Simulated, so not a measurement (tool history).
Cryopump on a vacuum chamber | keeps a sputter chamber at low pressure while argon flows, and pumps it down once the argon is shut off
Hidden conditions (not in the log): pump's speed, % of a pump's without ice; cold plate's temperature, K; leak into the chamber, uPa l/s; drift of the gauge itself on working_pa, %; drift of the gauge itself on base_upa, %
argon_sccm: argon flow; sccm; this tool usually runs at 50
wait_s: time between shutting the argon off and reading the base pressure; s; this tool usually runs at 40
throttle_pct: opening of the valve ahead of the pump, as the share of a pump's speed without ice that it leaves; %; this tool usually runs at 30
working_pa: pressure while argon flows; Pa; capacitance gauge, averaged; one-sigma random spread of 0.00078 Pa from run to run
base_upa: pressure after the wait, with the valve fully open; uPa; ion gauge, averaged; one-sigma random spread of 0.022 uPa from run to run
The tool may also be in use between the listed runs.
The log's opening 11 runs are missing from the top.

run,hour,argon_sccm,wait_s,throttle_pct,hours of work since the pump was warmed up and emptied,hours of work since the cold head was overhauled,hours of work since the chamber's fittings were tightened,working_pa,base_upa
12,273.9,50,40,39,283,782,871,0.1213,1.13
13,290.4,50,40,39,295,794,882,0.1224,1.16
14,310.3,50,40,39,309,808,896,0.1205,1.15
15,340.4,50,40,39,329,829,917,0.1229,1.13
16,360.3,50,40,39,343,842,930,0.1235,1.18
17,383.5,50,40,35,359,858,947,0.1374,1.21
18,397.0,74,156,21,369,868,956,0.3291,0.85
19,419.7,74,156,21,384,883,972,0.3304,0.90
20,449.1,45,21,22,405,904,992,0.1911,1.60
21,474.8,45,21,22,423,922,1010,0.1930,1.65
22,493.6,45,21,22,436,935,1023,0.1936,1.64
23,508.1,45,21,22,446,945,1033,0.1920,1.62
24,524.0,45,72,35,457,956,1044,0.1262,1.09
25,552.7,52,72,53,476,976,1064,0.0997,1.09
26,567.1,52,72,53,486,986,1074,0.1008,1.17
# hour 583.2: pump warmed up, emptied and cooled again
27,596.8,52,72,53,9,1003,1091,0.0886,0.95
28,619.2,23,76,53,25,1018,1106,0.0402,0.94
29,635.1,35,40,47,36,1029,1117,0.0678,1.19
30,663.1,24,93,18,55,1049,1137,0.1204,0.92
31,676.7,24,93,18,65,1058,1146,0.1201,0.92
32,697.0,24,93,18,79,1072,1160,0.1214,0.93
33,725.3,57,93,21,98,1092,1180,0.2467,0.97

Alternative continuations, all from the tool just after run 33; predict every row:
A,747.5,50,170,30,114,1107,1195,?,?
B,747.5,28,49,49,114,1107,1195,?,?
C,747.5,34,94,24,114,1107,1195,?,?
D,747.5,57,292,21,114,1107,1195,?,?
E,747.5,50,124,24,114,1107,1195,?,?

run,working_pa,base_upa
A,0.1521,0.91
B,0.0531,1.19
C,0.1300,0.98
D,0.2456,0.88
E,0.1899,0.96
Take away the tool's hidden state, keep each run's random variation, and the runs would have read:
run,working_pa,base_upa
A,0.1490,0.28
B,0.0514,0.54
C,0.1279,0.33
D,0.2421,0.23
E,0.1869,0.32
